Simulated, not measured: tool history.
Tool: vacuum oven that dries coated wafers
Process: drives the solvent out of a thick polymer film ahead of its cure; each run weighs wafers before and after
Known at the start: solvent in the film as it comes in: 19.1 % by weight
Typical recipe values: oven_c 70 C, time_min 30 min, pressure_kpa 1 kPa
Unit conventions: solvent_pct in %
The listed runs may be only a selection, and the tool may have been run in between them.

run,day,oven_c,time_min,pressure_kpa,solvent_pct
1,0,70,30,1,1.6
2,0.425,70,30,1,1.58
3,0.788,70,30,0.56,1.42
4,1.496,70,30,0.56,1.35
5,2.162,70,30,1.87,1.91
6,2.762,70,30,1.87,1.97
7,3.417,70,42,1,0.84
8,4.104,70,42,1,0.86
9,4.738,70,42,1,0.77
10,5.167,61,25,3.91,7.47
11,5.65,61,25,3.91,7.56
12,6.433,72,27,0.69,1.27
13,6.821,72,27,0.69,1.3
14,7.525,68,22,3.51,4.61
15,7.9,70,30,0.54,1.41
16,8.442,75,25,1,0.87
17,9.2,75,25,1,0.97
18,9.692,55,42,1,6.55

Predict each of these 5 candidate next runs independently; none follows another, all start after run 18:
A,10.267,59,15,2.27,?
B,10.267,55,20,1,?
C,10.267,59,21,1.33,?
D,10.267,55,19,2.19,?
E,10.267,67,36,1,?

run,solvent_pct
A,10.33
B,10.22
C,8.31
D,11.06
E,1.96
Without the tool's hidden state the same runs would have given:
run,solvent_pct
A,9.92
B,9.83
C,7.86
D,10.67
E,1.68

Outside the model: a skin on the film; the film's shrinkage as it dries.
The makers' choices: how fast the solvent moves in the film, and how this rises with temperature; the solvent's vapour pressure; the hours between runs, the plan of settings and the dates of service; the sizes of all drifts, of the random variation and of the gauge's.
